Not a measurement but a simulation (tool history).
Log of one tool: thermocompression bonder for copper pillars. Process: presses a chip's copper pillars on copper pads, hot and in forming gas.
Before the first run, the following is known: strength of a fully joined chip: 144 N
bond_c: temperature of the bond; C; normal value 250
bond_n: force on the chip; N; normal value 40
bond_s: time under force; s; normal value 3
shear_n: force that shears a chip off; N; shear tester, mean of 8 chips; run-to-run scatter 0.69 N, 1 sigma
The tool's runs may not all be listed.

| run | hour | bond_c | bond_n | bond_s | shear_n |
|---|---|---|---|---|---|
| 1 | 0 | 250 | 40 | 3 | 103.2 |
| 2 | 12.4 | 250 | 40 | 3 | 102.4 |
| 3 | 21.3 | 250 | 40 | 3 | 102.2 |
| 4 | 36.2 | 250 | 40 | 3 | 101.9 |
| 5 | 43.7 | 250 | 40 | 3 | 101.9 |
| 6 | 58.3 | 250 | 40 | 3 | 100.8 |
| 7 | 66.3 | 250 | 40 | 3 | 100.6 |
| 8 | 79.3 | 250 | 40 | 3 | 100.6 |
| 9 | 86.3 | 250 | 40 | 3 | 99.6 |
| 10 | 101.6 | 250 | 40 | 3 | 99.7 |
| 11 | 117.7 | 260 | 40 | 3 | 107.2 |
| 12 | 133.6 | 250 | 45 | 3 | 103.8 |
| 13 | 142.3 | 250 | 45 | 3 | 105.2 |
| 14 | 150.7 | 250 | 45 | 3 | 104.6 |
| 15 | 157.7 | 250 | 45 | 3 | 102.8 |
| 16 | 167.2 | 250 | 40 | 2 | 88 |
| 17 | 183.6 | 250 | 40 | 2 | 88 |
| 18 | 192.3 | 279 | 30 | 7 | 120.2 |
| 19 | 203.8 | 261 | 52 | 8 | 126.1 |
| 20 | 210.7 | 272 | 38 | 5 | 119 |
| 21 | 221.3 | 247 | 38 | 5 | 103.8 |
| 22 | 235 | 264 | 26 | 4 | 94.8 |
| 23 | 243.4 | 264 | 26 | 4 | 94.6 |
| 24 | 252.4 | 264 | 54 | 7 | 125.3 |
| 25 | 264.8 | 235 | 44 | 9 | 111 |
| 26 | 280.6 | 234 | 36 | 9 | 104.5 |
| 27 | 295.7 | 233 | 36 | 2 | 67.3 |
|  | 308.1 | forming gas filter changed |
| 28 | 309.4 | 257 | 31 | 3 | 101.1 |
| 29 | 318.1 | 239 | 35 | 3 | 90.3 |

Forecast run 30:
| 30 | 328 | 239 | 38 | 5 | ? |

shear_n: 107.2 N
With the hidden condition absent and the run-to-run variation left alone, this run would have shown shear_n 105.9 N.
